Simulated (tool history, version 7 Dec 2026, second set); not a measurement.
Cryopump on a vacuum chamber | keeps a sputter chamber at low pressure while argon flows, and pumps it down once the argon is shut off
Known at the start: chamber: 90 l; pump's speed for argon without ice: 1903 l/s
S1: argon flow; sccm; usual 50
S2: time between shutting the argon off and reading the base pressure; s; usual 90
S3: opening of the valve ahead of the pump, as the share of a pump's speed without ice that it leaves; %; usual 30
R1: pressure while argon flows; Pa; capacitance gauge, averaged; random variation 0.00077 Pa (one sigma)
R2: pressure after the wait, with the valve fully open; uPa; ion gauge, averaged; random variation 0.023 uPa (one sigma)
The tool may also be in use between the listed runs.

run 1 day=0.000 | S1=50 S2=90 S3=30 | R1=0.1579 R2=1.08
run 2 day=1.758 | S1=22 S2=90 S3=30 | R1=0.0696 R2=1.04
run 3 day=4.338 | S1=50 S2=90 S3=30 | R1=0.1589 R2=1.07
run 4 day=6.746 | S1=50 S2=90 S3=47 | R1=0.1070 R2=1.16
run 5 day=9.292 | S1=50 S2=90 S3=30 | R1=0.1613 R2=1.15
run 6 day=10.892 | S1=50 S2=90 S3=30 | R1=0.1616 R2=1.13
run 7 day=14.117 | S1=50 S2=90 S3=25 | R1=0.1954 R2=1.22
run 8 day=16.483 | S1=30 S2=90 S3=25 | R1=0.1169 R2=1.21
run 9 day=19.225 | S1=30 S2=90 S3=25 | R1=0.1173 R2=1.24
run 10 day=21.396 | S1=30 S2=90 S3=25 | R1=0.1186 R2=1.22
-- day=24.671 pump warmed up, emptied and cooled again
run 11 day=25.150 | S1=30 S2=90 S3=25 | R1=0.1088 R2=1.04
run 12 day=27.900 | S1=50 S2=90 S3=30 | R1=0.1506 R2=1.02
run 13 day=31.788 | S1=50 S2=90 S3=30 | R1=0.1513 R2=1.09
run 14 day=34.892 | S1=50 S2=90 S3=53 | R1=0.0874 R2=1.09
run 15 day=38.521 | S1=50 S2=90 S3=53 | R1=0.0882 R2=1.08
run 16 day=41.196 | S1=50 S2=90 S3=53 | R1=0.0905 R2=1.15
run 17 day=43.804 | S1=50 S2=90 S3=51 | R1=0.0941 R2=1.14
run 18 day=45.988 | S1=50 S2=248 S3=30 | R1=0.1554 R2=0.81
run 19 day=48.133 | S1=28 S2=294 S3=55 | R1=0.0504 R2=0.79
run 20 day=49.967 | S1=50 S2=43 S3=26 | R1=0.1803 R2=1.84
run 21 day=52.762 | S1=50 S2=43 S3=26 | R1=0.1809 R2=1.79
run 22 day=56.633 | S1=50 S2=163 S3=17 | R1=0.2751 R2=0.97
run 23 day=59.583 | S1=50 S2=163 S3=17 | R1=0.2745 R2=1.03
run 24 day=62.442 | S1=50 S2=163 S3=24 | R1=0.1983 R2=1.05

Run 25 comes next. What will it give?
run 25 day=65.546 | S1=50 S2=163 S3=24 | R1=? R2=?

R1: 0.2000 Pa
R2: 1.07 uPa
Without the tool's hidden state the same run would have given R1 0.1836 Pa, R2 0.46 uPa.

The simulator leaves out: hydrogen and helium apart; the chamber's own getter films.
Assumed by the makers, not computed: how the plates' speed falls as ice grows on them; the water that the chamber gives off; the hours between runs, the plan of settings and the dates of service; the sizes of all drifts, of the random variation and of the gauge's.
